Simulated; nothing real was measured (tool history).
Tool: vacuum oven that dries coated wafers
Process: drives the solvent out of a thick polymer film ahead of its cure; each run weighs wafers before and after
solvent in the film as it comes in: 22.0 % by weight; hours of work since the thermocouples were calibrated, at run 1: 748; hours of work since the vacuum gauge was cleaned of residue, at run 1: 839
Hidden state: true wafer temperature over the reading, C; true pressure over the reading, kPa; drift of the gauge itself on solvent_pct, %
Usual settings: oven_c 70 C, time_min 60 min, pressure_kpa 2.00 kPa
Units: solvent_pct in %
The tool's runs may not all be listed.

run	hour	oven_c	time_min	pressure_kpa	hours of work since the thermocouples were calibrated	hours of work since the vacuum gauge was cleaned of residue	solvent_pct
1	0.0	70	60	2.00	748	839	2.64
2	35.2	70	60	2.00	763	854	2.77
3	92.6	70	60	2.00	789	880	2.82
4	158.7	70	60	2.00	818	909	2.74
5	193.2	70	54	2.00	833	924	3.20
6	241.4	70	54	2.00	855	946	3.30
7	306.3	70	54	2.00	884	974	3.27
8	353.8	70	60	1.19	905	995	2.51
9	388.9	70	60	1.19	920	1011	2.62
10	448.1	70	60	1.55	946	1037	2.72
11	488.7	70	60	2.00	964	1055	2.91
12	536.5	57	60	2.00	986	1076	9.69
13	570.4	57	60	2.00	1001	1091	9.55
14	633.5	57	60	2.00	1029	1119	9.81
15	667.9	64	39	7.36	1044	1135	10.52
16	709.4	70	43	2.00	1062	1153	4.71
17	775.3	66	78	1.31	1091	1182	3.17
18	834.3	65	103	1.31	1118	1208	2.37
19	890.2	64	48	1.40	1142	1233	6.92
20	931.5	64	48	1.40	1161	1251	7.06
21	965.9	64	48	1.40	1176	1267	7.02
# hour 974.0: vacuum gauge cleaned of residue and calibrated
22	1017.1	76	60	3.47	1198	19	1.92
23	1083.4	76	60	3.47	1227	48	1.88
24	1112.2	76	60	3.47	1240	61	1.79
25	1153.2	79	31	2.96	1258	79	2.88
26	1185.9	79	31	2.96	1273	94	2.84
27	1224.1	79	31	2.96	1290	111	2.93
28	1279.6	79	31	1.66	1314	135	2.53

How the hidden state differs across the entries between the runs, from the last listed run before each to the first after it:
Between runs 21 and 22: vacuum gauge cleaned of residue and calibrated (hour 974.0)
  true wafer temperature over the reading, C: -2.65 -> -2.69; true pressure over the reading, kPa: 0.193 -> 0.024
  measured less the result without the state, solvent_pct: +1.53 -> +0.45 %
